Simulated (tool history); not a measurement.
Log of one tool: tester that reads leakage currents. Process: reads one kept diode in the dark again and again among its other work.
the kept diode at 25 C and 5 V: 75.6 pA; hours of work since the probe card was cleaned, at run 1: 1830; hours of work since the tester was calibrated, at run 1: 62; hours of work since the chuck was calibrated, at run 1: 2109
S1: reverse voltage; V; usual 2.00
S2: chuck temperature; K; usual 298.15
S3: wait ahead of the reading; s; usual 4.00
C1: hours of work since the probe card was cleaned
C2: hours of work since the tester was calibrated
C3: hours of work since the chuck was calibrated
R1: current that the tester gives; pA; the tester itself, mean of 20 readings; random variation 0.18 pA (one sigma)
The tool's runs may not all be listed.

Run 1, day 0.000: usual settings; C1 1830; C2 62; C3 2109. Result: R1 51.03 pA.
Run 2, day 1.404: usual settings; C1 1847; C2 79; C3 2126. Result: R1 50.98 pA.
Run 3, day 2.979: usual settings; C1 1866; C2 98; C3 2145. Result: R1 50.78 pA.
Run 4, day 4.483: usual settings; C1 1884; C2 117; C3 2163. Result: R1 50.48 pA.
Run 5, day 5.308: usual settings but S1 5.29 V; C1 1894; C2 126; C3 2173. Result: R1 71.10 pA.
Run 6, day 6.871: usual settings but S1 12.08 V; C1 1913; C2 145; C3 2191. Result: R1 96.73 pA.
Run 7, day 7.750: usual settings but S1 12.08 V; C1 1924; C2 156; C3 2202. Result: R1 96.81 pA.
Run 8, day 8.912: usual settings but S1 12.08 V; C1 1938; C2 170; C3 2216. Result: R1 97.33 pA.
Run 9, day 10.538: usual settings but S1 12.08 V; C1 1957; C2 190; C3 2236. Result: R1 97.52 pA.
Run 10, day 12.054: usual settings; C1 1976; C2 208; C3 2254. Result: R1 50.44 pA.
Run 11, day 13.671: usual settings; C1 1995; C2 227; C3 2273. Result: R1 50.46 pA.
Run 12, day 14.571: usual settings; C1 2006; C2 238; C3 2284. Result: R1 50.17 pA.
Run 13, day 15.312: usual settings; C1 2015; C2 247; C3 2293. Result: R1 50.23 pA.
Run 14, day 16.404: usual settings; C1 2028; C2 260; C3 2306. Result: R1 50.69 pA.
Run 15, day 17.704: usual settings but S1 15.88 V; C1 2044; C2 276; C3 2322. Result: R1 107.78 pA.
Run 16, day 19.217: usual settings but S1 15.88 V; C1 2062; C2 294; C3 2340. Result: R1 107.90 pA.
Run 17, day 20.229: usual settings but S2 304.15 K; C1 2074; C2 306; C3 2352. Result: R1 81.61 pA.
At day 20.429: tester calibrated.
At day 20.846: chuck's temperature calibrated.
Run 18, day 21.325: usual settings but S2 304.15 K; C1 2085; C2 10; C3 6. Result: R1 94.07 pA.
Run 19, day 22.938: usual settings but S2 304.15 K; C1 2105; C2 29; C3 25. Result: R1 94.34 pA.
Run 20, day 23.988: usual settings but S2 304.15 K; C1 2117; C2 42; C3 38. Result: R1 93.61 pA.
Run 21, day 25.008: usual settings but S1 3.62 V, S3 2.18 s; C1 2130; C2 54; C3 50. Result: R1 71.01 pA.
Run 22, day 26.558: usual settings but S2 327.15 K, S3 7.11 s; C1 2148; C2 73; C3 69. Result: R1 525.37 pA.
Run 23, day 28.004: usual settings but S2 327.15 K, S3 7.11 s; C1 2166; C2 90; C3 86. Result: R1 521.42 pA.
Run 24, day 29.217: usual settings but S1 1.31 V, S2 307.15 K, S3 3.99 s; C1 2180; C2 105; C3 101. Result: R1 102.58 pA.
Run 25, day 29.962: usual settings but S1 1.31 V, S2 307.15 K, S3 3.99 s; C1 2189; C2 114; C3 110. Result: R1 103.13 pA.
At day 30.158: tester calibrated, once more.
Run 26, day 31.312: usual settings but S1 17.51 V, S2 295.15 K, S3 0.32 s; C1 2205; C2 14; C3 125. Result: R1 114.71 pA.
Run 27, day 32.846: usual settings but S1 1.11 V, S2 307.15 K, S3 5.57 s; C1 2223; C2 32; C3 144. Result: R1 97.25 pA.
Run 28, day 34.358: usual settings but S1 3.17 V, S2 297.15 K, S3 5.57 s; C1 2241; C2 51; C3 162. Result: R1 62.19 pA.
Run 29, day 35.008: usual settings but S1 3.17 V, S2 295.15 K, S3 4.78 s; C1 2249; C2 58; C3 170. Result: R1 53.02 pA.
Run 30, day 36.483: usual settings but S1 3.17 V, S2 295.15 K, S3 4.78 s; C1 2267; C2 76; C3 187. Result: R1 52.90 pA.
Run 31, day 37.746: usual settings but S1 1.39 V, S2 295.15 K, S3 4.78 s; C1 2282; C2 91; C3 203. Result: R1 39.68 pA.
Run 32, day 38.962: usual settings but S1 1.39 V, S2 299.15 K, S3 3.58 s; C1 2297; C2 106; C3 217. Result: R1 54.96 pA.
Run 33, day 39.683: usual settings but S1 1.39 V, S2 297.15 K, S3 3.58 s; C1 2305; C2 115; C3 226. Result: R1 46.54 pA.
Run 34, day 40.342: usual settings but S1 1.27 V, S2 295.15 K, S3 2.05 s; C1 2313; C2 123; C3 234. Result: R1 38.24 pA.
Run 35, day 41.546: usual settings but S1 3.81 V; C1 2328; C2 137; C3 248. Result: R1 71.91 pA.
Run 36, day 43.058: usual settings but S1 3.31 V, S3 6.31 s; C1 2346; C2 155; C3 267. Result: R1 68.01 pA.
Run 37, day 44.354: usual settings but S3 0.60 s; C1 2362; C2 171; C3 282. Result: R1 58.13 pA.
Run 38, day 45.542: usual settings but S3 0.60 s; C1 2376; C2 185; C3 297. Result: R1 57.59 pA.
Run 39, day 46.867: usual settings but S2 326.15 K, S3 4.53 s; C1 2392; C2 201; C3 313. Result: R1 483.00 pA.

3 ways to go on from here, each from the tool as it stands after run 39. What would each give?
Run A, day 47.542: usual settings but S1 5.95 V, S2 332.15 K, S3 5.28 s; C1 2400; C2 210; C3 321. Result: R1 ?.
Run B, day 47.542: usual settings but S1 7.48 V, S2 312.15 K, S3 7.54 s; C1 2400; C2 210; C3 321. Result: R1 ?.
Run C, day 47.542: usual settings but S3 0.38 s; C1 2400; C2 210; C3 321. Result: R1 ?.

run       R1
  A  1043.33
  B   266.87
  C    57.96
Without the tool's hidden state the same runs would have given:
run       R1
  A  1059.74
  B   265.88
  C    57.47
